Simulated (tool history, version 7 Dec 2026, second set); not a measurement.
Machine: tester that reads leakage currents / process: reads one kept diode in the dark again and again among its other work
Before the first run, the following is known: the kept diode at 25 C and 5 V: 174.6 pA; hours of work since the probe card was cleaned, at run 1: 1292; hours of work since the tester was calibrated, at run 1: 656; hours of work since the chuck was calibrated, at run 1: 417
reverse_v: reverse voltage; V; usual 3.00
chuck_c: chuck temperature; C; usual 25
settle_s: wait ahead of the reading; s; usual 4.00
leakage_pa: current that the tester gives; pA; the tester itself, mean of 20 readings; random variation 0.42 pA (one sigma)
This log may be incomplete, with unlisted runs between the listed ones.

run,hour,reverse_v,chuck_c,settle_s,hours of work since the probe card was cleaned,hours of work since the tester was calibrated,hours of work since the chuck was calibrated,leakage_pa
1,0.0,3.00,25,4.00,1292,656,417,138.89
2,46.9,3.00,25,4.00,1312,677,438,138.42
3,67.5,3.00,25,2.05,1322,686,447,138.79
4,112.4,3.00,34,4.00,1341,706,467,280.58
5,159.4,3.00,34,2.96,1362,727,488,282.05
6,191.0,6.59,25,4.00,1376,741,502,198.35
7,236.0,6.59,25,4.00,1396,761,522,198.14
8,260.6,6.59,25,1.96,1407,772,533,199.32
9,286.8,6.59,25,1.96,1419,783,544,198.29
10,306.8,6.59,25,1.96,1428,792,553,199.10
11,346.4,3.00,43,4.00,1445,810,571,549.70
12,385.2,3.00,43,4.00,1462,827,588,551.19
13,411.5,3.00,43,4.00,1474,838,600,551.21
14,449.2,3.00,43,4.00,1491,855,616,550.55
15,496.4,3.00,25,1.98,1512,876,637,138.09
16,520.3,3.00,31,4.00,1522,887,648,222.32
# hour 534.2: probe card cleaned and baked
17,556.6,11.41,24,1.84,10,901,663,237.33
18,587.7,11.41,50,0.46,24,915,676,1658.66
19,613.6,1.25,40,0.30,35,927,688,298.73
20,654.7,1.25,40,0.30,53,945,706,297.72
21,687.5,1.25,40,0.30,68,959,721,297.10
22,719.2,1.25,40,0.30,82,973,735,298.58
23,763.5,2.93,59,4.00,102,993,754,1633.63
24,796.5,2.93,59,4.00,116,1008,769,1642.78
# hour 820.8: chuck's temperature calibrated
25,824.7,4.75,57,5.25,128,1019,2,1793.70
26,871.0,4.75,57,5.25,148,1040,22,1799.98
27,898.2,4.75,57,5.25,160,1052,34,1797.11
28,926.2,2.25,32,1.36,173,1064,47,212.22
29,965.0,2.39,32,1.36,190,1082,64,218.81
30,1000.7,3.00,25,1.99,206,1097,80,138.46
31,1030.4,3.00,30,0.30,219,1110,93,209.29
32,1076.6,9.99,28,0.30,239,1131,113,314.89

5 ways to go on from here, each from the tool as it stands after run 32. What would each give?
A,1100.9,9.99,26,0.30,250,1142,124,?
B,1100.9,6.20,28,1.65,250,1142,124,?
C,1100.9,9.99,28,0.30,250,1142,124,?
D,1100.9,3.02,25,6.48,250,1142,124,?
E,1100.9,1.23,33,4.00,250,1142,124,?

run,leakage_pa
A,268.63
B,246.26
C,313.64
D,139.33
E,174.54
Stripped of hidden state, with their random variation kept, the same runs would have yielded:
run,leakage_pa
A,268.64
B,246.29
C,313.67
D,139.35
E,174.57
